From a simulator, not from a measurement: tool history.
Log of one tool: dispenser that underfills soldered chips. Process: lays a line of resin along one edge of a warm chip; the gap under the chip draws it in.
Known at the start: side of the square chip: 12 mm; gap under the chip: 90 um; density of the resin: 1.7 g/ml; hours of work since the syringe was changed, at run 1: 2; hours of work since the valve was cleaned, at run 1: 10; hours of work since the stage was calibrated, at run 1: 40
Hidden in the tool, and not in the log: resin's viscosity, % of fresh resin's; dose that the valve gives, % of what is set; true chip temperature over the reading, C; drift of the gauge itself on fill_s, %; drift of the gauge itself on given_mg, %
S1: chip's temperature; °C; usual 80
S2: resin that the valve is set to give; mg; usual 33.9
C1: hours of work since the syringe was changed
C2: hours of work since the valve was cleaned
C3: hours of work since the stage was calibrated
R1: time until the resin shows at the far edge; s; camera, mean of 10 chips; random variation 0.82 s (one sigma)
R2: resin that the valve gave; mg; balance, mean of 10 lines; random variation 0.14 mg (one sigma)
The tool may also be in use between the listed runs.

run,day,S1,S2,C1,C2,C3,R1,R2
1,0.000,80,33.9,2,10,40,81.2,33.66
2,0.192,80,33.9,5,14,43,91.7,33.53
# day 0.308: new syringe of resin
3,0.462,80,33.9,3,18,47,84.1,33.41
4,0.646,80,33.9,6,21,50,95.5,33.30
# day 0.717: new syringe of resin
5,0.825,80,33.9,2,24,53,81.7,32.89
6,1.050,80,33.9,6,28,57,90.0,32.91
# day 1.138: new syringe of resin
7,1.338,80,43.7,3,33,62,85.4,41.87
8,1.488,80,43.7,6,35,64,92.7,42.05
# day 1.554: new syringe of resin
9,1.800,80,43.7,4,40,70,85.9,41.75
# day 1.979: new syringe of resin
10,2.096,80,43.7,2,45,74,81.1,42.14
# day 2.400: new syringe of resin
11,2.412,80,43.7,0,50,80,75.5,41.50
12,2.596,80,34.8,3,54,83,85.6,33.20
13,2.788,80,34.8,7,57,86,94.7,32.96
# day 2.825: new syringe of resin
14,2.979,80,33.9,3,60,89,86.1,31.87
# day 3.242: new syringe of resin
15,3.250,80,33.9,0,64,94,79.0,31.75
16,3.500,80,33.9,4,69,98,92.2,31.66
# day 3.650: new syringe of resin
17,3.804,80,33.9,3,74,103,85.9,31.35
# day 4.062: new syringe of resin
18,4.117,80,33.9,1,79,108,81.3,31.15
19,4.288,80,33.9,4,82,111,90.5,31.15
20,4.429,89,42.3,6,84,113,61.5,38.47
# day 4.488: new syringe of resin
21,4.579,80,31.5,2,86,116,83.5,29.04
# day 4.800: dispensing valve cleaned and set on the balance
22,4.892,88,36.8,6,2,120,64.7,36.63
# day 4.933: new syringe of resin
23,5.096,66,37.4,3,5,124,174.4,37.42
# day 5.354: new syringe of resin
24,5.354,77,31.3,0,9,128,91.4,31.04
25,5.525,94,42.0,3,12,131,43.0,41.37
# day 5.767: new syringe of resin
26,5.779,74,39.2,0,16,135,103.0,38.28
27,6.021,74,39.2,4,20,139,118.4,38.37
# day 6.188: new syringe of resin
28,6.188,74,39.2,0,23,142,104.5,38.13
29,6.375,81,29.9,3,26,145,84.6,29.14
30,6.529,81,29.9,6,29,147,94.3,28.91
# day 6.604: new syringe of resin
31,6.717,80,37.1,2,32,150,82.3,36.18
32,6.958,89,36.3,6,36,155,62.6,34.91
# day 7.025: new syringe of resin
33,7.246,89,36.3,4,41,159,57.9,34.81
# day 7.429: new syringe of resin
34,7.429,89,36.3,0,44,162,51.1,34.92
35,7.583,77,43.2,3,46,165,98.7,41.13

Forecast each of these 4 alternatives for the next run:
# day 7.846: new syringe of resin
A,7.846,71,36.0,0,50,169,?,?
# day 7.846: new syringe of resin
B,7.846,86,43.5,0,50,169,?,?
# day 7.846: new syringe of resin
C,7.846,80,35.8,0,50,169,?,?
# day 7.846: new syringe of resin
D,7.846,76,37.9,0,50,169,?,?

run,R1,R2
A,122.0,34.38
B,57.0,41.11
C,78.0,34.24
D,94.4,36.07
Without the tool's hidden state the same runs would have given:
run,R1,R2
A,118.1,36.17
B,55.5,43.25
C,75.6,36.03
D,91.6,37.95
